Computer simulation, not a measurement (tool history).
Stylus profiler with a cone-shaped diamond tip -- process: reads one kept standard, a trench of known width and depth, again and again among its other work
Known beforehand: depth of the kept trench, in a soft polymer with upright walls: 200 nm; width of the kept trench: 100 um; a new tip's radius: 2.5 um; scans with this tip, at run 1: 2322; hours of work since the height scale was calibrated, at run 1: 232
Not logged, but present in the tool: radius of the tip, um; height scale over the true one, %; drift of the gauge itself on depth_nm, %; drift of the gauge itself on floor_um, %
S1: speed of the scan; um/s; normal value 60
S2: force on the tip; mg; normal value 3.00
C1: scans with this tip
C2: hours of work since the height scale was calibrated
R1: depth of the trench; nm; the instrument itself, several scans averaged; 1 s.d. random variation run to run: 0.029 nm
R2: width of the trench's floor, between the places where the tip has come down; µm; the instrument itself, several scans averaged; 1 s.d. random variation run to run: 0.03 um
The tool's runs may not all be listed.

run	hour	S1	S2	C1	C2	R1	R2
1	0.0	60	3.00	2322	232	202.00	97.72
2	49.7	60	3.00	2559	256	201.97	97.73
3	105.3	60	3.00	2824	282	201.95	97.74
4	168.5	60	3.00	3125	312	201.95	97.76
5	217.4	60	3.00	3359	336	201.96	97.69
6	277.2	60	3.00	3644	364	201.92	97.72
7	347.5	60	3.00	3979	398	201.91	97.68
8	406.5	60	3.00	4261	426	201.88	97.70
9	448.1	60	3.00	4459	445	201.88	97.67
10	492.1	60	1.11	4669	466	200.86	97.53
11	570.8	60	3.00	5044	504	201.86	97.58
12	624.5	60	3.00	5301	530	201.89	97.59
13	675.1	60	3.00	5542	554	201.90	97.57
14	748.0	60	3.00	5890	588	201.83	97.57
15	805.8	60	3.00	6166	616	201.82	97.58
16	884.2	60	3.00	6539	653	201.81	97.52
17	956.1	48	3.00	6883	688	201.85	97.52
18	1021.3	48	3.00	7194	719	201.79	97.52
19	1054.6	60	3.00	7352	734	201.74	97.53
20	1130.2	60	3.00	7713	770	201.78	97.49
21	1201.7	60	3.00	8054	805	201.75	97.45
22	1254.0	60	3.00	8303	829	201.80	97.49
23	1315.8	60	3.00	8598	859	201.77	97.43
# hour 1322.9: height scale calibrated on a step standard
24	1356.7	16	8.95	8791	16	203.87	97.48
25	1411.0	16	8.95	9050	42	203.88	97.53
26	1459.5	16	7.75	9282	65	203.41	97.50
27	1498.7	16	7.75	9468	84	203.45	97.47
28	1576.4	16	7.75	9839	121	203.38	97.48
29	1621.0	91	3.00	10052	142	201.55	97.26
30	1703.3	83	1.95	10445	181	201.04	97.26
# hour 1719.0: height scale calibrated on a step standard, once more
31	1768.4	83	1.95	10753	24	201.59	97.20
32	1821.9	144	3.22	11008	49	202.16	97.09
33	1883.4	86	3.00	11301	78	202.01	97.22
34	1950.4	39	7.76	11621	110	203.91	97.35
35	2028.8	39	7.76	11995	148	203.89	97.36
36	2092.8	53	2.98	12300	178	202.01	97.28
37	2131.9	100	2.98	12487	197	201.98	97.12
38	2200.4	26	1.79	12814	229	201.37	97.33
39	2237.9	26	1.79	12992	247	201.37	97.28
40	2298.9	26	4.75	13283	276	202.71	97.26
41	2362.4	43	1.94	13586	307	201.42	97.21
42	2397.4	43	4.89	13753	323	202.75	97.24
43	2436.1	66	3.61	13938	342	202.24	97.15
44	2502.8	30	1.42	14256	373	201.05	97.21
45	2580.6	30	1.42	14627	411	201.08	97.19

Difference, measured minus no-hidden-state, one row per run. Run-to-run variation is common to both terms; the gauge's own scatter need not be:
run	R1	R2
1	-0.12	-0.13
2	-0.13	-0.15
3	-0.14	-0.16
4	-0.16	-0.18
5	-0.17	-0.20
6	-0.17	-0.21
7	-0.19	-0.23
8	-0.20	-0.24
9	-0.21	-0.25
10	-0.21	-0.26
11	-0.23	-0.28
12	-0.23	-0.30
13	-0.25	-0.31
14	-0.26	-0.32
15	-0.26	-0.34
16	-0.28	-0.36
17	-0.29	-0.38
18	-0.31	-0.39
19	-0.32	-0.40
20	-0.32	-0.42
21	-0.34	-0.43
22	-0.35	-0.45
23	-0.36	-0.46
24	-0.55	-0.47
25	-0.55	-0.48
26	-0.56	-0.50
27	-0.57	-0.51
28	-0.58	-0.52
29	-0.59	-0.53
30	-0.60	-0.55
31	-0.08	-0.56
32	-0.09	-0.58
33	-0.10	-0.59
34	-0.11	-0.61
35	-0.12	-0.62
36	-0.14	-0.64
37	-0.14	-0.65
38	-0.16	-0.66
39	-0.16	-0.67
40	-0.17	-0.68
41	-0.18	-0.70
42	-0.19	-0.71
43	-0.19	-0.71
44	-0.21	-0.73
45	-0.22	-0.74
